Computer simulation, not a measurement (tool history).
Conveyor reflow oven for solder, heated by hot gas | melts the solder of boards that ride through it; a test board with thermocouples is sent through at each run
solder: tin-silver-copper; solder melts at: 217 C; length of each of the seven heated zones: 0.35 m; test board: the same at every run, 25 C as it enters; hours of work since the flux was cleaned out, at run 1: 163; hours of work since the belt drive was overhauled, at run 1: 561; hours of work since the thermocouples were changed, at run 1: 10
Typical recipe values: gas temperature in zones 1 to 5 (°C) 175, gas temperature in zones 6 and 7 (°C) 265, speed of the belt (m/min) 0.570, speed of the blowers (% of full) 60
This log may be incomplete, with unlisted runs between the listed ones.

| run | hour | gas temperature in zones 1 to 5 (°C) | gas temperature in zones 6 and 7 (°C) | speed of the belt (m/min) | speed of the blowers (% of full) | hours of work since the flux was cleaned out | hours of work since the belt drive was overhauled | hours of work since the thermocouples were changed | highest temperature of the board (°C) | time above the solder's melting point (s) |
|---|---|---|---|---|---|---|---|---|---|---|
| 1 | 0.0 | 175 | 265 | 0.570 | 60 | 163 | 561 | 10 | 251.0 | 54.7 |
| 2 | 6.1 | 175 | 265 | 0.570 | 60 | 167 | 565 | 14 | 251.0 | 55.0 |
| 3 | 13.4 | 175 | 265 | 0.570 | 60 | 172 | 570 | 19 | 250.9 | 55.2 |
| 4 | 19.5 | 175 | 265 | 0.522 | 60 | 176 | 574 | 23 | 253.1 | 62.5 |
| 5 | 27.8 | 175 | 265 | 0.522 | 60 | 182 | 580 | 28 | 253.3 | 62.8 |
| 6 | 34.1 | 175 | 265 | 0.522 | 60 | 186 | 584 | 33 | 253.1 | 62.4 |
| 7 | 45.3 | 175 | 266 | 0.555 | 56 | 194 | 592 | 40 | 252.0 | 57.3 |
| 8 | 52.1 | 175 | 266 | 0.555 | 56 | 198 | 597 | 45 | 251.8 | 57.1 |

For run 9, what comes out?
| 9 | 61.9 | 171 | 265 | 0.570 | 74 | 205 | 603 | 52 | ? | ? |

highest temperature of the board (°C): 252.2
time above the solder's melting point (s): 54.9
With the hidden condition absent and the run-to-run variation left alone, this run would have shown highest temperature of the board (°C) 252.2, time above the solder's melting point (s) 54.9.
